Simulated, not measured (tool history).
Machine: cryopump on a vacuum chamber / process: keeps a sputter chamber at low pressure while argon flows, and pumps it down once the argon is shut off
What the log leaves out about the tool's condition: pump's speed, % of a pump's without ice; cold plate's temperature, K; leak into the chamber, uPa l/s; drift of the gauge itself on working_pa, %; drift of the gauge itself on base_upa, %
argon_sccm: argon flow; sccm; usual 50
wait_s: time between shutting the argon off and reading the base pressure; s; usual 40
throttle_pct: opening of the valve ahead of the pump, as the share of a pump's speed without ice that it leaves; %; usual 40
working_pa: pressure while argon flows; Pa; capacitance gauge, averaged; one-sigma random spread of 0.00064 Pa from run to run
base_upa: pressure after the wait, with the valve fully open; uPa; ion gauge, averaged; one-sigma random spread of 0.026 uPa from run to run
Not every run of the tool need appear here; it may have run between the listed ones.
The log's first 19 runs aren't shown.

| run | hour | argon_sccm | wait_s | throttle_pct | hours of work since the pump was warmed up and emptied | hours of work since the cold head was overhauled | hours of work since the chamber's fittings were tightened | working_pa | base_upa |
|---|---|---|---|---|---|---|---|---|---|
| 20 | 1272.7 | 27 | 56 | 40 | 457 | 1210 | 2104 | 0.0597 | 2.27 |
| 21 | 1321.5 | 69 | 26 | 40 | 493 | 1246 | 2141 | 0.1488 | 3.14 |
| 22 | 1399.6 | 83 | 33 | 21 | 552 | 1305 | 2200 | 0.3285 | 2.95 |
| 23 | 1483.4 | 73 | 21 | 36 | 615 | 1368 | 2263 | 0.1764 | 3.61 |
| 24 | 1561.2 | 90 | 121 | 53 | 673 | 1426 | 2321 | 0.155 | 2.19 |
| 25 | 1602.2 | 90 | 37 | 53 | 704 | 1457 | 2352 | 0.1572 | 3.08 |
| 26 | 1653.5 | 90 | 37 | 53 | 742 | 1495 | 2390 | 0.1581 | 3.11 |
|  | 1670.2 | pump warmed up, emptied and cooled again |
| 27 | 1730.2 | 50 | 287 | 40 | 45 | 1549 | 2444 | 0.1015 | 1.71 |
| 28 | 1805.2 | 50 | 287 | 40 | 101 | 1605 | 2500 | 0.102 | 1.82 |
| 29 | 1850.4 | 86 | 213 | 30 | 135 | 1639 | 2534 | 0.2335 | 1.93 |
| 30 | 1937.8 | 95 | 104 | 30 | 201 | 1705 | 2600 | 0.2603 | 2.24 |
|  | 1953.6 | leaking fittings of the chamber tightened, without venting |
| 31 | 2019 | 95 | 73 | 30 | 260 | 1764 | 49 | 0.2613 | 0.74 |
| 32 | 2062.7 | 43 | 40 | 20 | 293 | 1797 | 82 | 0.1757 | 1.21 |
| 33 | 2115.3 | 82 | 277 | 26 | 332 | 1836 | 121 | 0.2598 | 0.38 |
| 34 | 2155.4 | 30 | 48 | 36 | 363 | 1866 | 151 | 0.0696 | 1.12 |

What if the next run were any one of these 4? Each begins from the tool's condition after run 34:
| A | 2205.3 | 43 | 156 | 47 | 400 | 1904 | 189 | ? | ? |
| B | 2205.3 | 36 | 256 | 42 | 400 | 1904 | 189 | ? | ? |
| C | 2205.3 | 50 | 40 | 50 | 400 | 1904 | 189 | ? | ? |
| D | 2205.3 | 30 | 70 | 37 | 400 | 1904 | 189 | ? | ? |

| run | working_pa | base_upa |
|---|---|---|
| A | 0.0786 | 0.53 |
| B | 0.0729 | 0.48 |
| C | 0.0856 | 1.24 |
| D | 0.0691 | 0.85 |
With the hidden condition removed and each run's random variation left untouched, the same runs would have given:
| run | working_pa | base_upa |
|---|---|---|
| A | 0.0728 | 0.37 |
| B | 0.068 | 0.32 |
| C | 0.0789 | 1.08 |
| D | 0.065 | 0.7 |

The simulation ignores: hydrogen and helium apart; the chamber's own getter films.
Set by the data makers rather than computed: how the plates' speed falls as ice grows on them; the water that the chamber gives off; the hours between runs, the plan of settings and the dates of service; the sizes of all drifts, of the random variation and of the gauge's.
